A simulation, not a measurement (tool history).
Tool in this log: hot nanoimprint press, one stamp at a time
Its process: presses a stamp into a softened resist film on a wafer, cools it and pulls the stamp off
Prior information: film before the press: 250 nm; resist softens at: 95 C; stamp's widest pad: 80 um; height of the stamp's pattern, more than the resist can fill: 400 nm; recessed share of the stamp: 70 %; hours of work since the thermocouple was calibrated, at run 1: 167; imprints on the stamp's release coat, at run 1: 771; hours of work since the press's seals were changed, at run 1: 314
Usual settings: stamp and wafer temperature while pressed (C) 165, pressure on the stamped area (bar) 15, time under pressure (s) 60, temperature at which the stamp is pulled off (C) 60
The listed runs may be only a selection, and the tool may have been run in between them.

run,hour,stamp and wafer temperature while pressed (C),pressure on the stamped area (bar),time under pressure (s),temperature at which the stamp is pulled off (C),hours of work since the thermocouple was calibrated,imprints on the stamp's release coat,hours of work since the press's seals were changed,resist left under the stamp's widest pad (Å),greatest force while the stamp is pulled off (N)
1,0,165,15,60,60,167,771,314,1351,218
2,61.2,165,15,60,60,206,887,352,1329,219
3,107.4,165,15,60,60,234,974,381,1340,221
4,176.2,165,15,60,60,278,1104,424,1358,235
5,246.8,165,15,60,60,322,1238,468,1350,249
6,312.6,165,15,78,60,363,1362,509,1253,259
7,362.8,165,15,78,60,394,1457,541,1256,260
8,435.4,165,15,78,60,440,1594,586,1265,272
# hour 470.7: plate thermocouple calibrated
9,477.6,154,15,78,60,4,1668,611,1734,284
10,527.3,154,12.4,78,60,35,1762,642,1865,290
11,559.5,154,12.4,78,60,56,1822,662,1864,286
12,611.5,165,15,60,60,88,1921,695,1333,300
13,677.5,165,14.5,60,60,129,2045,736,1385,306
# hour 717.9: press's hydraulic seals changed and the load cell set to zero
14,737.5,165,14.5,60,60,162,2143,12,1355,324
15,812,165,11.6,60,51,209,2284,59,1498,357
# hour 843.8: stamp cleaned and given a new release coat
16,866.4,158,15.9,75,49,239,42,89,1549,168
17,907.7,168,15,54,60,265,120,115,1267,158
18,977.8,168,15,54,60,309,253,159,1281,170
19,1010.9,168,15,54,60,329,315,180,1275,174
20,1076.9,168,19.2,46,60,371,440,221,1209,184
21,1126.6,168,10.7,40,49,402,534,252,1612,199
22,1183.2,168,15.8,50,49,437,641,287,1272,218
# hour 1222.7: plate thermocouple calibrated
23,1231.4,170,23.3,43,67,5,726,316,1016,189
24,1285.2,164,11.6,35,60,39,828,349,1793,205
25,1351.4,164,11.6,35,60,81,953,391,1773,217

Below are 3 alternative next runs, each starting from the tool's condition after run 25. Predict each:
A,1412.5,164,11.6,35,48,119,1068,429,?,?
B,1412.5,173,13.7,35,60,119,1068,429,?,?
C,1412.5,160,17.9,60,60,119,1068,429,?,?

run,resist left under the stamp's widest pad (Å),greatest force while the stamp is pulled off (N)
A,1770,248
B,1262,225
C,1476,223
Stripped of hidden state, with their random variation kept, the same runs would have yielded:
run,resist left under the stamp's widest pad (Å),greatest force while the stamp is pulled off (N)
A,1749,162
B,1242,147
C,1450,146

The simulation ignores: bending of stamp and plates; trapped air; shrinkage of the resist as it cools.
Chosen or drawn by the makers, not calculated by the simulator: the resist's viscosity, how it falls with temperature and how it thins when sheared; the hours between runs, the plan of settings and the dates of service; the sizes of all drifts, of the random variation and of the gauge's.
